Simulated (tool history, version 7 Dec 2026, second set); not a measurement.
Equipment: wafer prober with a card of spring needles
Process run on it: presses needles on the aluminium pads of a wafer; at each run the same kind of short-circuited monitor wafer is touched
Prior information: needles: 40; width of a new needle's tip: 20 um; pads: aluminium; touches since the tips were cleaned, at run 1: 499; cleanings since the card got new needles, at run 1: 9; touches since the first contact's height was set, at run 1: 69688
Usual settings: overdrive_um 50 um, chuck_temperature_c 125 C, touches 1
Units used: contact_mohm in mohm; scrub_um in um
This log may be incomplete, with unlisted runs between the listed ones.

run   hour  overdrive_um  chuck_temperature_c  touches  touches since the tips were cleaned  cleanings since the card got new needles  touches since the first contact's height was set  contact_mohm  scrub_um
  1    0.0            50                  125        1                                  499                                         9                                             69688           334    13.078
      10.7  -- tips cleaned on abrasive film
      20.7  -- tips cleaned on abrasive film
  2   24.7            50                  125        1                                 2668                                        11                                             85867           474    13.059
      30.9  -- tips cleaned on abrasive film
      41.2  -- tips cleaned on abrasive film
      52.1  -- tips cleaned on abrasive film
  3   54.8            50                  125        1                                 1795                                        14                                            105569           448    13.021
      63.0  -- tips cleaned on abrasive film
      63.3  -- height of the first contact set anew
      74.2  -- tips cleaned on abrasive film
      84.3  -- tips cleaned on abrasive film
  4   85.9            50                  125        1                                 1058                                        17                                             14773           390    12.885
      95.0  -- tips cleaned on abrasive film
  5  102.5            50                  125        1                                 4955                                        18                                             25707           534    12.882
     104.9  -- tips cleaned on abrasive film
     116.1  -- tips cleaned on abrasive film
  6  123.7            50                  125        1                                 5038                                        20                                             39546           521    12.848
     126.2  -- tips cleaned on abrasive film
     138.0  -- tips cleaned on abrasive film
     148.4  -- tips cleaned on abrasive film
  7  151.6            50                  125        1                                 2076                                        23                                             57742           466    12.818
     158.4  -- tips cleaned on abrasive film
  8  166.7            50                  125        1                                 5456                                        24                                             67660           545    12.810
     169.2  -- tips cleaned on abrasive film
     180.9  -- tips cleaned on abrasive film
     190.9  -- tips cleaned on abrasive film
  9  194.3            50                  125        1                                 2288                                        27                                             85714           474    12.753
     202.7  -- tips cleaned on abrasive film
     213.5  -- height of the first contact set anew, once more
     213.6  -- tips cleaned on abrasive film
 10  222.2            50                  125        1                                 5693                                        29                                              5693           533    13.187
     224.7  -- tips cleaned on abrasive film
     235.2  -- tips cleaned on abrasive film
     245.2  -- tips cleaned on abrasive film
 11  245.2            50                  125        1                                    0                                        32                                             20700           275    13.153
     256.8  -- tips cleaned on abrasive film
 12  260.4            50                  125        1                                 2366                                        33                                             30635           478    13.155
     266.6  -- tips cleaned on abrasive film
     276.9  -- tips cleaned on abrasive film
 13  281.9            50                  125        1                                 3328                                        35                                             44705           490    13.120
     287.8  -- tips cleaned on abrasive film
     299.8  -- tips cleaned on abrasive film
     309.8  -- tips cleaned on abrasive film
 14  309.8            50                  125        1                                    0                                        38                                             62917           291    13.066
     320.6  -- tips cleaned on abrasive film
     332.4  -- tips cleaned on abrasive film
 15  333.0            50                  125        3                                  391                                        40                                             78111           285    13.057
     343.1  -- tips cleaned on abrasive film
     353.9  -- tips cleaned on abrasive film
 16  360.9            50                   81        1                                 4609                                        42                                             96404           549    13.036
     365.1  -- tips cleaned on abrasive film
     376.2  -- tips cleaned on abrasive film
 17  376.2            50                   52        1                                    0                                        44                                            106363           259    13.022

What does the tool deliver on the next run?
     382.4  -- height of the first contact set anew
     387.3  -- tips cleaned on abrasive film
 18  395.9            60                   52        2                                 5675                                        45                                              8853             ?         ?

contact_mohm: 363 mohm
scrub_um: 15.827 um
Minus the tool's unlogged condition, the same run would have read contact_mohm 231 mohm, scrub_um 15.841 um.

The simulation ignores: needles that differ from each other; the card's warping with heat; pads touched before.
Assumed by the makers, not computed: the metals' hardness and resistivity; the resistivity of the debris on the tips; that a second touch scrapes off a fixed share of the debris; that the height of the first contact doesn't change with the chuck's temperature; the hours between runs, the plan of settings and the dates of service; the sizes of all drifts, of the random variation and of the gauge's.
